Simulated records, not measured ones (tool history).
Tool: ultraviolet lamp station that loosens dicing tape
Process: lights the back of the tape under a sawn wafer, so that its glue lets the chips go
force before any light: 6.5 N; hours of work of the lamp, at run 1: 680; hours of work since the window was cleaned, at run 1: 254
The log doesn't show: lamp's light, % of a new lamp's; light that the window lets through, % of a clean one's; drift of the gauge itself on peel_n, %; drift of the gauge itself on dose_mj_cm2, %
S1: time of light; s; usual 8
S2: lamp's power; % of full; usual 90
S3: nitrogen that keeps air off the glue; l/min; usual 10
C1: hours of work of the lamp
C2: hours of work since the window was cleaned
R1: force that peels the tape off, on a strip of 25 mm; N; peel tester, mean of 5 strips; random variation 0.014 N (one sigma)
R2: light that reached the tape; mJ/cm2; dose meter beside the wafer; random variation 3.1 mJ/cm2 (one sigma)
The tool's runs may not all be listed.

run,day,S1,S2,S3,C1,C2,R1,R2
1,0,8,90,10,680,254,1.201,329
2,2.921,8,90,10,717,291,1.246,321
3,6.508,8,90,10,762,337,1.341,310
4,10.088,8,90,10,807,382,1.413,300
# day 12.95: window cleaned of glue's vapour
5,13.742,8,90,10,853,10,1.528,279
# day 14.433: lamp changed
6,17.362,8,90,10,37,55,0.805,419
7,19.858,7,90,9,69,87,1.117,360
8,22.133,7,90,9,97,115,1.098,349
9,23.8,12,90,7,118,137,0.495,601
# day 25.571: window cleaned of glue's vapour, once more
10,27.2,8,81,10,161,21,0.894,400
11,30.621,16,81,13,204,64,0.259,782

Forecast each of these 3 alternatives for the next run:
A,33.162,6,75,6,236,96,?,?
B,33.162,5,70,10,236,96,?,?
C,33.162,14,90,3,236,96,?,?

run,R1,R2
A,1.888,262
B,2.308,204
C,0.557,744
Without the tool's hidden state the same runs would have given:
run,R1,R2
A,1.611,299
B,1.997,232
C,0.44,848
